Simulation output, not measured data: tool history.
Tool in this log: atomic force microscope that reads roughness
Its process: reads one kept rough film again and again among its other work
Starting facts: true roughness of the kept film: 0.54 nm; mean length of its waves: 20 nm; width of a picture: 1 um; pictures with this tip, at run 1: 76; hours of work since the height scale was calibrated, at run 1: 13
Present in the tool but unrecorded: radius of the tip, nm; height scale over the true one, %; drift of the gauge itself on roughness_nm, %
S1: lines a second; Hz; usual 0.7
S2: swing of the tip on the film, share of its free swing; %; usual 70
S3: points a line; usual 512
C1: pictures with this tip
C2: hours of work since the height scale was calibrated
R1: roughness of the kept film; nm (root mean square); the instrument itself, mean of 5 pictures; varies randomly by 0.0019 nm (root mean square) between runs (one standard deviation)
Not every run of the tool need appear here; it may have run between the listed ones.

run,hour,S1,S2,S3,C1,C2,R1
1,0,0.7,70,512,76,13,0.489
2,49.4,0.7,70,512,129,39,0.48
3,102.4,0.7,70,512,185,67,0.473
# hour 117.1: new tip fitted
4,161.2,0.7,70,512,47,97,0.487
5,212.4,0.7,70,512,101,124,0.48
6,253.4,0.7,70,512,145,146,0.476
7,300.1,0.7,67,512,194,170,0.468
# hour 307.6: new tip fitted
8,347.9,0.7,82,512,43,195,0.484
9,379.8,2.263,70,512,76,212,0.465
10,440.2,2.638,70,512,141,244,0.447
11,487.1,2.638,70,512,190,268,0.444
# hour 497.9: new tip fitted
12,543.8,0.7,78,512,49,298,0.48
13,594.2,0.7,78,512,102,324,0.48
14,631.2,0.7,78,512,142,344,0.474
# hour 688.4: new tip fitted
15,694.4,0.7,78,512,6,377,0.494
16,731.8,0.7,78,512,46,396,0.488
17,764.9,0.7,70,512,81,414,0.488
18,798.5,0.7,59,512,117,431,0.488
19,829.3,0.7,70,409,149,448,0.477
# hour 879.8: new tip fitted
20,887.6,2.189,70,512,9,478,0.475
21,927,2.189,70,512,50,499,0.468
22,990.1,0.7,70,512,117,532,0.485
23,1055.7,0.7,70,512,187,566,0.475
# hour 1071.1: new tip fitted
24,1103.5,0.7,70,512,34,591,0.496
25,1153,0.7,70,512,87,617,0.49
26,1209,0.7,70,922,146,647,0.485
27,1252.8,1.341,61,352,193,670,0.469
# hour 1264.4: new tip fitted
28,1314.2,0.7,79,289,53,702,0.477
29,1363.3,0.7,63,357,105,727,0.484
30,1403,0.7,63,357,148,748,0.48
31,1438.3,0.7,70,1021,185,767,0.48
# hour 1454.7: new tip fitted
32,1503.5,0.708,67,505,52,801,0.499
33,1556.4,0.708,67,505,108,829,0.491
34,1629.4,1.228,57,505,185,867,0.482
# hour 1644.8: new tip fitted
35,1677.1,0.7,63,293,34,892,0.497
36,1718.1,0.7,63,293,78,913,0.493
37,1750.2,2.842,66,350,112,930,0.462
38,1794.9,2.803,83,548,159,954,0.422
# hour 1833.6: new tip fitted
39,1857.4,1.934,55,619,25,986,0.508
40,1890.6,0.573,60,512,60,1004,0.506
41,1929.1,0.7,70,458,101,1024,0.493
42,1960.9,2.458,89,512,135,1041,0.41
# hour 2003.3: height scale calibrated on a step standard
43,2011,2.723,63,704,187,4,0.453
# hour 2024: new tip fitted
44,2050.3,3.721,63,704,28,24,0.47
45,2116.2,3.721,63,704,98,59,0.457
46,2154.2,3.602,80,612,139,79,0.399
# hour 2213.3: new tip fitted
47,2223.1,0.7,85,512,10,115,0.486
48,2284.4,0.7,85,512,75,147,0.473
49,2319.6,3.753,69,726,113,166,0.439
50,2355,3.753,69,726,150,184,0.436
# hour 2405.1: new tip fitted
51,2411.6,3.753,69,437,7,214,0.455

For some of the steps in R1 from one run to the next: how much would appear even if the tool had no hidden state, given the settings, what came in and random variation, and how much remains for the hidden state plus any gauge scatter that the measured result and the result without hidden state don't share?
Run 7 -> 8: S2 67 -> 82, new tip fitted. R1 +0.016 nm (root mean square): hidden state +0.023, all else -0.007.
Run 34 -> 35: S1 1.228 -> 0.7, S2 57 -> 63, S3 505 -> 293, new tip fitted. R1 +0.015 nm (root mean square): hidden state +0.024, all else -0.009.
Run 38 -> 39: S1 2.803 -> 1.934, S2 83 -> 55, S3 548 -> 619, new tip fitted. R1 +0.086 nm (root mean square): hidden state +0.018, all else +0.068.
Run 41 -> 42: S1 0.7 -> 2.458, S2 70 -> 89, S3 458 -> 512. R1 -0.083 nm (root mean square): hidden state -0.004, all else -0.079.
Run 43 -> 44: S1 2.723 -> 3.721, new tip fitted. R1 +0.017 nm (root mean square): hidden state +0.023, all else -0.006.
Run 46 -> 47: S1 3.602 -> 0.7, S2 80 -> 85, S3 612 -> 512, new tip fitted. R1 +0.087 nm (root mean square): hidden state +0.019, all else +0.068.
